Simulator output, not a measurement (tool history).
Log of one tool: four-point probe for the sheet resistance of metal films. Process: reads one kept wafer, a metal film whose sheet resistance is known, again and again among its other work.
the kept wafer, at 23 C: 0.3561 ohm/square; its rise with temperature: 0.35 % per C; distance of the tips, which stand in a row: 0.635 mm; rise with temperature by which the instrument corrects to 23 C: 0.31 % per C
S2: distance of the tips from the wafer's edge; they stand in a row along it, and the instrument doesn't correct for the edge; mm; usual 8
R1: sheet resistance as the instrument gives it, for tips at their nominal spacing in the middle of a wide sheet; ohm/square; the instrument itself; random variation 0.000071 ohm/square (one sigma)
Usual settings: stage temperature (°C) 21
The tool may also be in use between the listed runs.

Run 1, hour 0.0: usual settings. Result: R1 0.357811 ohm/square.
Run 2, hour 18.7: usual settings. Result: R1 0.357825 ohm/square.
At hour 23.7: stage's thermometer calibrated.
Run 3, hour 32.0: usual settings. Result: R1 0.358189 ohm/square.
Run 4, hour 50.6: usual settings. Result: R1 0.358088 ohm/square.
Run 5, hour 73.0: usual settings but stage temperature (°C) 26. Result: R1 0.358754 ohm/square.
Run 6, hour 104.4: usual settings but stage temperature (°C) 26. Result: R1 0.358621 ohm/square.
Run 7, hour 133.4: usual settings but stage temperature (°C) 35, S2 5 mm. Result: R1 0.361660 ohm/square.
Run 8, hour 164.8: usual settings but stage temperature (°C) 24, S2 4 mm. Result: R1 0.362000 ohm/square.
Run 9, hour 178.9: usual settings but stage temperature (°C) 29, S2 62 mm. Result: R1 0.357996 ohm/square.
Run 10, hour 194.4: usual settings but stage temperature (°C) 29, S2 62 mm. Result: R1 0.357909 ohm/square.
At hour 198.1: stage's thermometer calibrated, once more.
Run 11, hour 216.8: usual settings but stage temperature (°C) 27, S2 44 mm. Result: R1 0.357241 ohm/square.

Forecast run 12:
Run 12, hour 240.5: usual settings but stage temperature (°C) 27, S2 44 mm. Result: R1 ?.

{"run 12": {"R1": 0.357187}}
Without the tool's hidden state the same run would have given R1 0.356645 ohm/square.

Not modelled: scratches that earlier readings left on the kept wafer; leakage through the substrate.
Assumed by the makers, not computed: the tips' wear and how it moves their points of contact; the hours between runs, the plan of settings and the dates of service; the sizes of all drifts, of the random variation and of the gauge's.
